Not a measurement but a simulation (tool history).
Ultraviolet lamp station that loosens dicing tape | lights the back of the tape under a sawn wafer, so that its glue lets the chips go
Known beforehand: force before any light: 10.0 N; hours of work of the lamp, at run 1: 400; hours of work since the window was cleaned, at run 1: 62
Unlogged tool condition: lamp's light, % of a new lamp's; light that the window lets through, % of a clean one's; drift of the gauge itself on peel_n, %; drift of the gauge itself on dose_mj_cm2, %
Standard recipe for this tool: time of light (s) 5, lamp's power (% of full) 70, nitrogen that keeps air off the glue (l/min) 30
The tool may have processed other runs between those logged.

| run | day | time of light (s) | lamp's power (% of full) | nitrogen that keeps air off the glue (l/min) | hours of work of the lamp | hours of work since the window was cleaned | force that peels the tape off (N) | light that reached the tape (mJ/cm²) |
|---|---|---|---|---|---|---|---|---|
| 1 | 0 | 5 | 70 | 30 | 400 | 62 | 1.999 | 400 |
| 2 | 1.646 | 5 | 70 | 30 | 427 | 88 | 1.96 | 399 |
| 3 | 3.183 | 5 | 70 | 30 | 451 | 113 | 2.05 | 396 |
| 4 | 5.167 | 5 | 70 | 30 | 483 | 144 | 2.198 | 385 |
| 5 | 7.283 | 5 | 70 | 15 | 517 | 178 | 2.859 | 373 |
| 6 | 9.642 | 5 | 70 | 15 | 554 | 216 | 3.08 | 364 |
| 7 | 12.475 | 5 | 70 | 15 | 599 | 261 | 3.239 | 351 |
| 8 | 14.729 | 5 | 70 | 15 | 635 | 297 | 3.349 | 337 |
|  | 15.275 | window cleaned of glue's vapour |
| 9 | 17.812 | 5 | 70 | 15 | 684 | 40 | 2.791 | 387 |
| 10 | 20.621 | 5 | 70 | 15 | 729 | 85 | 2.829 | 379 |
| 11 | 22.346 | 5 | 70 | 30 | 757 | 113 | 2.252 | 375 |
| 12 | 25.204 | 5 | 79 | 30 | 802 | 158 | 1.962 | 400 |
| 13 | 27.946 | 5 | 79 | 30 | 846 | 202 | 2.1 | 391 |
| 14 | 30.442 | 5 | 79 | 30 | 886 | 242 | 2.207 | 378 |
| 15 | 32.392 | 5 | 79 | 30 | 917 | 273 | 2.276 | 362 |
|  | 34.471 | window cleaned of glue's vapour |
| 16 | 35.304 | 5 | 79 | 30 | 963 | 13 | 1.95 | 418 |
| 17 | 38.296 | 2 | 70 | 18 | 1011 | 61 | 6.091 | 141 |
| 18 | 41.233 | 5 | 73 | 16 | 1057 | 108 | 3.011 | 352 |
| 19 | 43.225 | 5 | 73 | 16 | 1089 | 140 | 3.212 | 348 |
| 20 | 44.542 | 5 | 73 | 16 | 1110 | 161 | 3.196 | 335 |
| 21 | 46.146 | 5 | 73 | 16 | 1136 | 186 | 3.23 | 332 |
|  | 46.362 | lamp changed |
| 22 | 49.233 | 5 | 70 | 15 | 46 | 235 | 2.677 | 405 |
| 23 | 50.858 | 5 | 70 | 15 | 72 | 261 | 2.765 | 393 |
| 24 | 53.171 | 5 | 70 | 15 | 109 | 298 | 2.828 | 381 |
|  | 53.654 | window cleaned of glue's vapour |
| 25 | 55.588 | 4 | 70 | 19 | 147 | 31 | 2.854 | 355 |
| 26 | 58.371 | 2 | 69 | 15 | 191 | 75 | 5.592 | 167 |
| 27 | 61.146 | 8 | 68 | 44 | 235 | 119 | 0.698 | 643 |
| 28 | 63.629 | 2 | 70 | 30 | 275 | 159 | 5.085 | 159 |
| 29 | 65.429 | 2 | 70 | 30 | 304 | 188 | 5.321 | 161 |
| 30 | 67.817 | 5 | 98 | 15 | 342 | 226 | 1.794 | 532 |
| 31 | 70.075 | 3 | 70 | 22 | 378 | 262 | 4.344 | 224 |

Here are 3 independent what-if runs from the current tool condition. What would each one return?
| A | 72.7 | 5 | 64 | 30 | 420 | 304 | ? | ? |
| B | 72.7 | 3 | 70 | 30 | 420 | 304 | ? | ? |
| C | 72.7 | 3 | 90 | 9 | 420 | 304 | ? | ? |

| run | force that peels the tape off (N) | light that reached the tape (mJ/cm²) |
|---|---|---|
| A | 2.557 | 328 |
| B | 4.266 | 220 |
| C | 4.671 | 279 |
The same runs, with their run-to-run variation unchanged, on a tool lacking any hidden condition would have given:
| run | force that peels the tape off (N) | light that reached the tape (mJ/cm²) |
|---|---|---|
| A | 1.764 | 425 |
| B | 3.306 | 284 |
| C | 3.743 | 361 |
